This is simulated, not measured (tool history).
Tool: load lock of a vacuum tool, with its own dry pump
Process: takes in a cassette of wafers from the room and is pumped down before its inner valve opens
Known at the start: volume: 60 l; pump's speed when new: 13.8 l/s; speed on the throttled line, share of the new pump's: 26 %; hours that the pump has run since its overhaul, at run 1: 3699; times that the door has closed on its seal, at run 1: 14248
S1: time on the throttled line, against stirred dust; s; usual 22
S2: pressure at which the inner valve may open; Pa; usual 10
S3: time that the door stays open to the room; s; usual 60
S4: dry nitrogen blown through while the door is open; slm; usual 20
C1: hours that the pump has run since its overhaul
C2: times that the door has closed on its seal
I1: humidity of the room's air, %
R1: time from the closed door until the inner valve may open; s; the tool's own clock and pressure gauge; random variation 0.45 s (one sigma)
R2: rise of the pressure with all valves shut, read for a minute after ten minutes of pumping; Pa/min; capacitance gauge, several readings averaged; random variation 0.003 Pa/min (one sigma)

run    hour  S1  S2   S3  S4    C1     C2    I1    R1     R2
  1     0.0  22  10   60  20  3699  14248  45.2  58.7  0.189
  2   119.3  22  10   60  20  3819  14779  44.3  58.9  0.198
  3   393.4  22  10   67  20  4093  15999  42.8  58.8  0.215
  4   539.5  22  16   60  20  4239  16650  41.0  56.2  0.220
  5   769.9  22  10   89  20  4469  17676  41.3  58.8  0.250
  6   922.9  22  10  112  20  4622  18357  44.9  59.2  0.270
  7  1132.9  22  10  112  20  4832  19292  47.3  59.2  0.293
  8  1352.0  22  10  112  20  5051  20268  46.8  59.6  0.312
  9  1469.5  22  10   60  20  5169  20791  43.4  59.0  0.293
 10  1636.4  22  10   60  20  5336  21534  43.6  60.0  0.314
 11  1861.0  22  10   60  20  5560  22534  48.4  59.6  0.331
 12  2020.0  22  10   60  20  5719  23242  43.3  59.9  0.341
 13  2300.6  22  10   60  20  6000  24492  44.5  60.7  0.376
 14  2460.5  22  10   60  20  6160  25204  48.6  59.9  0.390
 15  2706.3  22  10   60  19  6406  26298  43.3  60.7  0.420
 16  2949.0  22  10   43  20  6648  27378  47.6  60.8  0.439
 17  3087.8  22  10   43  20  6787  27997  43.1  60.3  0.456
 18  3294.7  22  10   43  20  6994  28918  42.0  61.2  0.471
 19  3528.2  22  10   43  20  7228  29958  42.8  60.6  0.509
 20  3774.5  22  10   60   9  7474  31054  44.3  61.1  0.556
 21  3904.8  37  10  113  20  7604  31635  43.7  72.4  0.590
     4057.9  -- door's seal changed, seat wiped
 22  4065.0  37  10  113  20  7763     32  43.8  72.3  0.068
 23  4212.1  20  20   60  20  7910    687  46.3  56.8  0.050
 24  4421.0  20  20   60  20  8119   1617  42.1  56.4  0.048
 25  4643.7  26   9   60  13  8342   2609  47.5  65.4  0.066
 26  4819.5  11   9   60  13  8517   3392  45.9  55.2  0.072
 27  5067.3  11  18   60  13  8765   4495  44.5  50.1  0.074
 28  5202.4  11  18  163  37  8900   5096  44.9  50.9  0.096
 29  5381.4  24  10  107   9  9079   5894  50.7  63.7  0.137
 30  5602.3  15  15   60  20  9300   6877  45.1  55.9  0.094
 31  5820.2  25  18  217  20  9518   7848  45.6  61.2  0.162
 32  6056.9  25  18  217  20  9755   8902  42.4  62.5  0.168

Measured less the same run without the tool's hidden state. The same run-to-run variation is in both; the gauge's scatter may not be:
The hidden state here: pump's speed, % of a new pump's; leak at the door's seal, Pa l/s; drift of the gauge itself on ready_s, %; drift of the gauge itself on rise_pa_min, %.
run    R1      R2
  1  +2.0  +0.148
  2  +2.0  +0.154
  3  +2.2  +0.174
  4  +2.2  +0.183
  5  +2.5  +0.196
  6  +2.6  +0.206
  7  +2.7  +0.226
  8  +2.9  +0.246
  9  +2.9  +0.253
 10  +3.0  +0.272
 11  +3.1  +0.290
 12  +3.3  +0.302
 13  +3.5  +0.333
 14  +3.7  +0.342
 15  +3.9  +0.380
 16  +4.0  +0.405
 17  +4.1  +0.420
 18  +4.2  +0.439
 19  +4.5  +0.473
 20  +4.6  +0.504
 21  +4.2  +0.522
 22  +4.3  +0.002
 23  +4.4  +0.004
 24  +4.5  +0.008
 25  +5.0  +0.014
 26  +5.8  +0.021
 27  +5.3  +0.030
 28  +5.5  +0.035
 29  +5.7  +0.044
 30  +5.8  +0.052
 31  +5.3  +0.062
 32  +5.6  +0.072
